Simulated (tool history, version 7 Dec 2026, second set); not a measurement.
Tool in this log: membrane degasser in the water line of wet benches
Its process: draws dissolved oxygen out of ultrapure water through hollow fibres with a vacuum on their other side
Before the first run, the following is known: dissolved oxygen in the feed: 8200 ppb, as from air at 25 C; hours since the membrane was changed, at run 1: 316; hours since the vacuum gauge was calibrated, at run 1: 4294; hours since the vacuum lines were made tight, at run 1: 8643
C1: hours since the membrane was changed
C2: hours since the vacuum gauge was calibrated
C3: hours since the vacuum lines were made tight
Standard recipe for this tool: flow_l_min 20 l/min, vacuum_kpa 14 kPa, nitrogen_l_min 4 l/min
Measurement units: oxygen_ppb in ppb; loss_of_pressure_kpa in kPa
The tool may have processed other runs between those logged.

{"run": 1, "hour": 0.0, "flow_l_min": 20, "vacuum_kpa": 14, "nitrogen_l_min": 4, "C1": 316, "C2": 4294, "C3": 8643, "oxygen_ppb": 136.7, "loss_of_pressure_kpa": 62.63}
{"run": 2, "hour": 31.0, "flow_l_min": 20, "vacuum_kpa": 14, "nitrogen_l_min": 4, "C1": 347, "C2": 4325, "C3": 8674, "oxygen_ppb": 136.9, "loss_of_pressure_kpa": 62.47}
{"run": 3, "hour": 95.3, "flow_l_min": 20, "vacuum_kpa": 14, "nitrogen_l_min": 4, "C1": 412, "C2": 4389, "C3": 8738, "oxygen_ppb": 136.5, "loss_of_pressure_kpa": 62.25}
{"run": 4, "hour": 149.8, "flow_l_min": 20, "vacuum_kpa": 14, "nitrogen_l_min": 4, "C1": 466, "C2": 4444, "C3": 8792, "oxygen_ppb": 135.9, "loss_of_pressure_kpa": 62.21}
{"run": 5, "hour": 186.4, "flow_l_min": 20, "vacuum_kpa": 14, "nitrogen_l_min": 4, "C1": 503, "C2": 4481, "C3": 8829, "oxygen_ppb": 137.3, "loss_of_pressure_kpa": 62.05}
{"run": 6, "hour": 259.1, "flow_l_min": 20, "vacuum_kpa": 14, "nitrogen_l_min": 4, "C1": 576, "C2": 4553, "C3": 8902, "oxygen_ppb": 136.8, "loss_of_pressure_kpa": 62.69}
{"run": 7, "hour": 318.2, "flow_l_min": 19, "vacuum_kpa": 14, "nitrogen_l_min": 9.36, "C1": 635, "C2": 4612, "C3": 8961, "oxygen_ppb": 58.6, "loss_of_pressure_kpa": 59.25}
{"run": 8, "hour": 391.3, "flow_l_min": 19, "vacuum_kpa": 14, "nitrogen_l_min": 9.36, "C1": 708, "C2": 4685, "C3": 9034, "oxygen_ppb": 58.9, "loss_of_pressure_kpa": 59.26}
{"run": 9, "hour": 437.9, "flow_l_min": 19, "vacuum_kpa": 8.5, "nitrogen_l_min": 9.36, "C1": 754, "C2": 4732, "C3": 9080, "oxygen_ppb": 31.5, "loss_of_pressure_kpa": 59.46}
{"run": 10, "hour": 493.2, "flow_l_min": 28, "vacuum_kpa": 34.2, "nitrogen_l_min": 3.67, "C1": 810, "C2": 4787, "C3": 9136, "oxygen_ppb": 541.9, "loss_of_pressure_kpa": 87.35}
{"run": 11, "hour": 561.6, "flow_l_min": 28, "vacuum_kpa": 34.2, "nitrogen_l_min": 3.67, "C1": 878, "C2": 4856, "C3": 9204, "oxygen_ppb": 547.3, "loss_of_pressure_kpa": 87.31}

Predict each of these 5 candidate next runs independently; none follows another, all start after run 11:
{"run": "A", "hour": 600.2, "flow_l_min": 20, "vacuum_kpa": 14, "nitrogen_l_min": 1.81, "C1": 917, "C2": 4894, "C3": 9243, "oxygen_ppb": "?", "loss_of_pressure_kpa": "?"}
{"run": "B", "hour": 600.2, "flow_l_min": 23, "vacuum_kpa": 34.2, "nitrogen_l_min": 3.67, "C1": 917, "C2": 4894, "C3": 9243, "oxygen_ppb": "?", "loss_of_pressure_kpa": "?"}
{"run": "C", "hour": 600.2, "flow_l_min": 13, "vacuum_kpa": 17.7, "nitrogen_l_min": 3.54, "C1": 917, "C2": 4894, "C3": 9243, "oxygen_ppb": "?", "loss_of_pressure_kpa": "?"}
{"run": "D", "hour": 600.2, "flow_l_min": 16, "vacuum_kpa": 31.4, "nitrogen_l_min": 8.12, "C1": 917, "C2": 4894, "C3": 9243, "oxygen_ppb": "?", "loss_of_pressure_kpa": "?"}
{"run": "E", "hour": 600.2, "flow_l_min": 18, "vacuum_kpa": 14, "nitrogen_l_min": 10.66, "C1": 917, "C2": 4894, "C3": 9243, "oxygen_ppb": "?", "loss_of_pressure_kpa": "?"}

run=A oxygen_ppb=284.9 loss_of_pressure_kpa=62.54
run=B oxygen_ppb=459.6 loss_of_pressure_kpa=71.86
run=C oxygen_ppb=134.8 loss_of_pressure_kpa=40.66
run=D oxygen_ppb=141.4 loss_of_pressure_kpa=50.19
run=E oxygen_ppb=49.4 loss_of_pressure_kpa=56.46
With no hidden state in the tool, these same runs would have given:
run=A oxygen_ppb=277.6 loss_of_pressure_kpa=62.19
run=B oxygen_ppb=452.4 loss_of_pressure_kpa=71.46
run=C oxygen_ppb=130.6 loss_of_pressure_kpa=40.43
run=D oxygen_ppb=138.1 loss_of_pressure_kpa=49.91
run=E oxygen_ppb=47.9 loss_of_pressure_kpa=56.14

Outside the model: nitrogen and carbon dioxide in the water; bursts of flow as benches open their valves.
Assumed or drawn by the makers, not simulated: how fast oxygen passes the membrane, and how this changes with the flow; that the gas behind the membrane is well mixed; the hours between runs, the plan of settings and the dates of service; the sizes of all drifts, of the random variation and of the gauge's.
